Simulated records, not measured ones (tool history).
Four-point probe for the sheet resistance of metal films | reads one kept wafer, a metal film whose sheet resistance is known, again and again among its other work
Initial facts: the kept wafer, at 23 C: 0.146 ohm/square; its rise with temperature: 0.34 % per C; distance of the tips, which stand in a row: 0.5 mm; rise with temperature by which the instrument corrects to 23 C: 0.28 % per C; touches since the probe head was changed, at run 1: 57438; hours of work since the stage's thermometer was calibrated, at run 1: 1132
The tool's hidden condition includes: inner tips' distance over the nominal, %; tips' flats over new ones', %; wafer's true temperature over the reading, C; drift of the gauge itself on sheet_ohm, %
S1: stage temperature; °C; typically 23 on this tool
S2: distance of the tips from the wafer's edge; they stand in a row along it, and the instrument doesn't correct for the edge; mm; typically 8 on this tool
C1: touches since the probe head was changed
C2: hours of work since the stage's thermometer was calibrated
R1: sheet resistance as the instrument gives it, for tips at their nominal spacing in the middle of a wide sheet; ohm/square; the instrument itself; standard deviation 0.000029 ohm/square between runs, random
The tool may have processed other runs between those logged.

Run 1, hour 0: usual settings; C1 57438; C2 1132. Result: R1 0.146411 ohm/square.
Run 2, hour 44.9: usual settings but S2 4 mm; C1 60399; C2 1167. Result: R1 0.147366 ohm/square.
Run 3, hour 103.2: usual settings; C1 64248; C2 1213. Result: R1 0.146505 ohm/square.
Run 4, hour 149.9: usual settings; C1 67330; C2 1250. Result: R1 0.146542 ohm/square.
At hour 153.7: stage's thermometer calibrated.
Run 5, hour 209: usual settings; C1 71201; C2 44. Result: R1 0.14656 ohm/square.
Run 6, hour 236.3: usual settings but S1 28 °C; C1 72999; C2 65. Result: R1 0.147014 ohm/square.
At hour 250.3: new probe head fitted.
Run 7, hour 285: usual settings but S1 24 °C, S2 34 mm; C1 2286; C2 103. Result: R1 0.146628 ohm/square.
Run 8, hour 321.5: usual settings but S1 24 °C, S2 34 mm; C1 4697; C2 131. Result: R1 0.146663 ohm/square.
Run 9, hour 377.8: usual settings but S1 30 °C, S2 13 mm; C1 8412; C2 176. Result: R1 0.14735 ohm/square.
At hour 402.3: stage's thermometer calibrated, once more.
Run 10, hour 423.3: usual settings but S1 26 °C, S2 4 mm; C1 11385; C2 17. Result: R1 0.148304 ohm/square.
Run 11, hour 460.1: usual settings but S1 31 °C, S2 38 mm; C1 13812; C2 46. Result: R1 0.147529 ohm/square.

Hidden state at the last listed run before each entry between runs and at the first one after, where it differs:
Between runs 4 and 5: stage's thermometer calibrated (hour 153.7)
  inner tips' distance over the nominal, %: 0.205 -> 0.234; tips' flats over new ones', %: 124 -> 131; wafer's true temperature over the reading, C: -0.22 -> -0.27
  the result without the hidden state subtracted from the measured one, R1: +0.000214 -> +0.000235 ohm/square
Between runs 6 and 7: new probe head fitted (hour 250.3)
  inner tips' distance over the nominal, %: 0.249 -> 0.431; tips' flats over new ones', %: 134 -> 4; wafer's true temperature over the reading, C: -0.27 -> -0.28
  the result without the hidden state subtracted from the measured one, R1: +0.000259 -> +0.00054 ohm/square
Between runs 9 and 10: stage's thermometer calibrated, once more (hour 402.3)
  inner tips' distance over the nominal, %: 0.478 -> 0.499; tips' flats over new ones', %: 15 -> 20; wafer's true temperature over the reading, C: -0.29 -> 0.05
  the result without the hidden state subtracted from the measured one, R1: +0.000613 -> +0.000819 ohm/square
